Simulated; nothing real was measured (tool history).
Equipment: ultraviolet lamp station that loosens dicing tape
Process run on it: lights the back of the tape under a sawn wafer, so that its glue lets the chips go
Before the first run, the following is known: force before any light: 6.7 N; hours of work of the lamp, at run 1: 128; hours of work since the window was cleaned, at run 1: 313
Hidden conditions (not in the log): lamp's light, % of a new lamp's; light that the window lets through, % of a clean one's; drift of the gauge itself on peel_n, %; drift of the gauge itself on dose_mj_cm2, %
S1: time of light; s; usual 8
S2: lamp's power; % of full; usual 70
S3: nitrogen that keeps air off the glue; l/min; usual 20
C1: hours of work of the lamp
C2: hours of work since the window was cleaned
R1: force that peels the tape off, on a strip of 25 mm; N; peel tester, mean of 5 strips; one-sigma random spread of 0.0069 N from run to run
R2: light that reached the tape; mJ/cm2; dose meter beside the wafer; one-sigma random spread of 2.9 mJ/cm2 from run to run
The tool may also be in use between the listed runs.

{"run": 1, "day": 0.0, "S1": 8, "S2": 70, "S3": 20, "C1": 128, "C2": 313, "R1": 0.24, "R2": 425}
{"run": 2, "day": 0.5, "S1": 8, "S2": 70, "S3": 20, "C1": 134, "C2": 320, "R1": 0.237, "R2": 428}
{"run": 3, "day": 0.829, "S1": 7, "S2": 70, "S3": 20, "C1": 138, "C2": 324, "R1": 0.302, "R2": 369}
{"run": 4, "day": 1.162, "S1": 8, "S2": 70, "S3": 20, "C1": 143, "C2": 329, "R1": 0.244, "R2": 422}
{"run": 5, "day": 1.496, "S1": 8, "S2": 70, "S3": 20, "C1": 147, "C2": 333, "R1": 0.232, "R2": 425}
{"run": 6, "day": 1.808, "S1": 13, "S2": 70, "S3": 20, "C1": 151, "C2": 337, "R1": 0.151, "R2": 692}
{"run": 7, "day": 2.208, "S1": 13, "S2": 70, "S3": 20, "C1": 157, "C2": 342, "R1": 0.134, "R2": 695}
{"run": 8, "day": 2.579, "S1": 13, "S2": 70, "S3": 20, "C1": 161, "C2": 347, "R1": 0.149, "R2": 696}
{"run": 9, "day": 2.875, "S1": 8, "S2": 70, "S3": 7, "C1": 165, "C2": 351, "R1": 0.549, "R2": 426}
{"run": 10, "day": 3.388, "S1": 8, "S2": 70, "S3": 7, "C1": 172, "C2": 358, "R1": 0.55, "R2": 421}
{"run": 11, "day": 3.746, "S1": 13, "S2": 70, "S3": 20, "C1": 177, "C2": 362, "R1": 0.144, "R2": 696}
{"run": 12, "day": 4.246, "S1": 8, "S2": 70, "S3": 20, "C1": 183, "C2": 369, "R1": 0.234, "R2": 426}
{"run": 13, "day": 4.546, "S1": 8, "S2": 70, "S3": 20, "C1": 187, "C2": 373, "R1": 0.255, "R2": 429}
{"run": 14, "day": 4.988, "S1": 8, "S2": 70, "S3": 20, "C1": 193, "C2": 379, "R1": 0.243, "R2": 425}
{"run": 15, "day": 5.425, "S1": 8, "S2": 70, "S3": 20, "C1": 199, "C2": 384, "R1": 0.254, "R2": 424}
{"run": 16, "day": 5.721, "S1": 8, "S2": 69, "S3": 20, "C1": 203, "C2": 388, "R1": 0.228, "R2": 418}
{"run": 17, "day": 5.979, "S1": 8, "S2": 69, "S3": 20, "C1": 206, "C2": 392, "R1": 0.246, "R2": 424}
{"run": 18, "day": 6.35, "S1": 8, "S2": 70, "S3": 20, "C1": 211, "C2": 397, "R1": 0.236, "R2": 422}
{"run": 19, "day": 6.904, "S1": 8, "S2": 70, "S3": 20, "C1": 218, "C2": 404, "R1": 0.241, "R2": 423}
{"run": 20, "day": 7.167, "S1": 8, "S2": 70, "S3": 20, "C1": 222, "C2": 407, "R1": 0.231, "R2": 424}
{"run": 21, "day": 7.45, "S1": 8, "S2": 70, "S3": 20, "C1": 225, "C2": 411, "R1": 0.246, "R2": 424}
{"run": 22, "day": 8.029, "S1": 8, "S2": 70, "S3": 20, "C1": 233, "C2": 419, "R1": 0.243, "R2": 425}
{"run": 23, "day": 8.562, "S1": 8, "S2": 71, "S3": 12, "C1": 240, "C2": 426, "R1": 0.338, "R2": 433}
{"run": 24, "day": 9.062, "S1": 13, "S2": 70, "S3": 20, "C1": 246, "C2": 432, "R1": 0.151, "R2": 688}
{"run": 25, "day": 9.625, "S1": 13, "S2": 70, "S3": 20, "C1": 254, "C2": 440, "R1": 0.148, "R2": 686}
{"run": 26, "day": 10.046, "S1": 8, "S2": 86, "S3": 22, "C1": 259, "C2": 445, "R1": 0.161, "R2": 529}
{"run": 27, "day": 10.558, "S1": 8, "S2": 86, "S3": 22, "C1": 266, "C2": 452, "R1": 0.174, "R2": 523}
{"run": 28, "day": 11.129, "S1": 8, "S2": 63, "S3": 20, "C1": 273, "C2": 459, "R1": 0.301, "R2": 386}
{"run": 29, "day": 11.512, "S1": 14, "S2": 70, "S3": 20, "C1": 279, "C2": 464, "R1": 0.138, "R2": 740}
{"run": 30, "day": 11.992, "S1": 14, "S2": 70, "S3": 20, "C1": 285, "C2": 471, "R1": 0.139, "R2": 745}
{"run": 31, "day": 12.562, "S1": 14, "S2": 70, "S3": 20, "C1": 292, "C2": 478, "R1": 0.14, "R2": 749}
{"run": 32, "day": 12.883, "S1": 7, "S2": 67, "S3": 20, "C1": 297, "C2": 482, "R1": 0.352, "R2": 353}
{"run": 33, "day": 13.133, "S1": 7, "S2": 67, "S3": 20, "C1": 300, "C2": 486, "R1": 0.346, "R2": 358}
{"run": 34, "day": 13.696, "S1": 6, "S2": 66, "S3": 22, "C1": 307, "C2": 493, "R1": 0.46, "R2": 302}
{"run": 35, "day": 14.075, "S1": 6, "S2": 66, "S3": 22, "C1": 312, "C2": 498, "R1": 0.473, "R2": 301}
{"run": 36, "day": 14.429, "S1": 8, "S2": 72, "S3": 22, "C1": 317, "C2": 503, "R1": 0.229, "R2": 438}
{"run": 37, "day": 14.721, "S1": 8, "S2": 72, "S3": 22, "C1": 321, "C2": 506, "R1": 0.219, "R2": 432}
{"run": 38, "day": 14.992, "S1": 8, "S2": 72, "S3": 22, "C1": 324, "C2": 510, "R1": 0.216, "R2": 438}
{"run": 39, "day": 15.379, "S1": 5, "S2": 67, "S3": 13, "C1": 329, "C2": 515, "R1": 0.913, "R2": 250}
{"run": 40, "day": 15.671, "S1": 5, "S2": 67, "S3": 13, "C1": 333, "C2": 519, "R1": 0.971, "R2": 255}
{"run": 41, "day": 16.075, "S1": 5, "S2": 94, "S3": 21, "C1": 338, "C2": 524, "R1": 0.331, "R2": 357}
{"run": 42, "day": 16.325, "S1": 8, "S2": 70, "S3": 16, "C1": 342, "C2": 527, "R1": 0.287, "R2": 427}
{"run": 43, "day": 16.871, "S1": 8, "S2": 70, "S3": 16, "C1": 349, "C2": 535, "R1": 0.283, "R2": 422}
{"run": 44, "day": 17.179, "S1": 9, "S2": 81, "S3": 33, "C1": 353, "C2": 539, "R1": 0.148, "R2": 550}

Here are 3 independent what-if runs from the current tool condition. What would each one return?
{"run": "A", "day": 17.717, "S1": 8, "S2": 70, "S3": 22, "C1": 360, "C2": 546, "R1": "?", "R2": "?"}
{"run": "B", "day": 17.717, "S1": 13, "S2": 81, "S3": 7, "C1": 360, "C2": 546, "R1": "?", "R2": "?"}
{"run": "C", "day": 17.717, "S1": 9, "S2": 98, "S3": 36, "C1": 360, "C2": 546, "R1": "?", "R2": "?"}

run=A R1=0.221 R2=417
run=B R1=0.194 R2=803
run=C R1=0.124 R2=665
With the hidden condition removed and each run's random variation left untouched, the same runs would have given:
run=A R1=0.22 R2=419
run=B R1=0.194 R2=806
run=C R1=0.124 R2=667
